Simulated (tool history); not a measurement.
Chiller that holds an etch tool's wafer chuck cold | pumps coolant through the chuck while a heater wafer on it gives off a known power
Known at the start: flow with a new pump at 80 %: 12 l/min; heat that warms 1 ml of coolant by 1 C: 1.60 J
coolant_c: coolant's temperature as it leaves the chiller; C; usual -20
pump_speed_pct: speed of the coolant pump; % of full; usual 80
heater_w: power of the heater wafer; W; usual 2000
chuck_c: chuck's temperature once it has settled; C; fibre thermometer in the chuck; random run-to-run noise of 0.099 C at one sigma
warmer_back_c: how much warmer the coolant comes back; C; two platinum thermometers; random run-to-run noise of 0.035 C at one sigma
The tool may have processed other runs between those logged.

run     day  coolant_c  pump_speed_pct  heater_w  chuck_c  warmer_back_c
  1       0        -20              80      2000    -5.54            6.3
  2   1.021        -20              79      2000    -5.31           6.33
  3   2.896        -20              80      2000    -5.36           6.25
  4   4.546        -20              80      2000    -5.29           6.23
  5    6.45        -20              80      2000    -5.19           6.22
  6   8.038        -20              80      2000    -5.27           6.25
  7   9.275        -20              80      2000     -5.2           6.32
  8  10.421        -13              64      1319    -1.83           5.31
  9  11.879        -19              61      2393     2.14          10.32
 10  13.258        -20              93      2723    -1.74           7.21
 11  14.317        -20              93      2723    -1.75           7.19
 12  15.892        -30              92      2000   -16.57           5.35

Table of differences, measured result less the result of that run with no hidden state. Run-to-run variation is the same in both. Gauge scatter possibly is not:
Hidden state present: heat passed by the chuck's channels, % of clean ones'; flow at a given pump speed, % of a new pump's; coolant's true temperature over the reading, C; drift of the gauge itself on chuck_c, C; drift of the gauge itself on warmer_back_c, C.
run  chuck_c  warmer_back_c
  1     +0.4          +0.02
  2     +0.4          +0.02
  3    +0.41          +0.02
  4    +0.41          +0.02
  5    +0.42          +0.02
  6    +0.43          +0.03
  7    +0.43          +0.03
  8     +0.3          +0.03
  9    +0.63          +0.05
 10    +0.58          +0.04
 11    +0.59          +0.04
 12    +0.42          +0.03
